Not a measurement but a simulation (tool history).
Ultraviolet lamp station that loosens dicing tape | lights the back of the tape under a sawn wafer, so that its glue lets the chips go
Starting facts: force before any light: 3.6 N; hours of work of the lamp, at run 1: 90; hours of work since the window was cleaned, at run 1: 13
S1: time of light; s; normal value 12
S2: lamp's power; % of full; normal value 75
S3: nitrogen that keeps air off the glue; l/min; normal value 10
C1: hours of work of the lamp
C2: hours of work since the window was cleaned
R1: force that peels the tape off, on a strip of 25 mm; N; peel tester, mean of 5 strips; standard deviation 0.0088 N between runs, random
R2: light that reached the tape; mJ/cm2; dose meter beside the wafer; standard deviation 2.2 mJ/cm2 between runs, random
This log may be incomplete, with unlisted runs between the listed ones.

run	hour	S1	S2	S3	C1	C2	R1	R2
1	0	12	75	10	90	13	0.365	190
2	35.3	12	75	10	108	31	0.369	184
3	82.2	12	75	10	133	56	0.358	184
4	114.4	12	74	10	149	72	0.357	188
5	160.3	12	74	10	173	96	0.373	185
6	195	12	75	10	191	114	0.351	192
7	230.6	12	75	4	210	133	0.647	188
8	270.3	12	75	10	230	153	0.356	187
9	297.7	12	75	10	244	168	0.354	183
10	362.6	12	87	10	278	201	0.283	219
11	412	12	84	10	304	227	0.305	213
12	451.5	12	84	10	324	247	0.3	212
13	509.4	12	84	10	354	277	0.302	212
14	564.9	12	84	10	383	306	0.283	210
15	628.7	12	84	10	416	339	0.308	211
16	685.8	14	84	10	446	369	0.234	247
17	721.1	14	84	10	464	387	0.234	248
18	762.9	14	84	10	486	409	0.233	243
19	813.9	14	84	10	512	435	0.238	242
20	861.4	12	75	5	537	460	0.584	187
# hour 867.7: window cleaned of glue's vapour
21	894.1	12	75	5	554	14	0.58	185
22	930.7	12	75	5	573	33	0.574	188
23	957.9	13	88	6	587	47	0.338	237
24	1013.4	14	89	10	616	76	0.218	261
25	1042.6	7	66	10	631	91	0.976	97
26	1087.1	9	66	14	654	114	0.583	121
27	1137.7	11	76	14	680	140	0.33	171
28	1203.4	7	80	10	714	174	0.761	116
29	1242.4	8	72	5	734	194	1.065	115
30	1301.1	7	69	14	765	225	0.803	99
31	1350.6	12	99	12	790	251	0.218	247
32	1398.3	12	99	12	815	275	0.221	245
33	1432.8	20	68	9	833	293	0.205	282
34	1481.5	16	61	8	858	319	0.359	196
35	1541.9	19	75	7	890	350	0.237	299
36	1596.7	19	75	11	918	378	0.174	293
37	1627.3	19	75	11	934	394	0.162	292
38	1668.2	12	72	10	955	415	0.388	179
39	1705	8	78	18	974	434	0.494	130
40	1737.1	24	73	15	991	451	0.151	362
# hour 1761.7: window cleaned of glue's vapour
41	1769.8	13	63	10	1008	4	0.431	170
42	1797.9	24	63	18	1022	19	0.147	312

Each row is a separate what-if for the run after 42, all from the same tool condition, not one after another. Results?
A	1862.2	23	63	18	1056	52	?	?
B	1862.2	12	65	5	1056	52	?	?
C	1862.2	10	63	18	1056	52	?	?
D	1862.2	9	64	11	1056	52	?	?

run	R1	R2
A	0.151	299
B	0.689	162
C	0.476	132
D	0.692	116
Take away the tool's hidden state, keep each run's random variation, and the runs would have read:
run	R1	R2
A	0.151	301
B	0.684	162
C	0.472	132
D	0.687	116
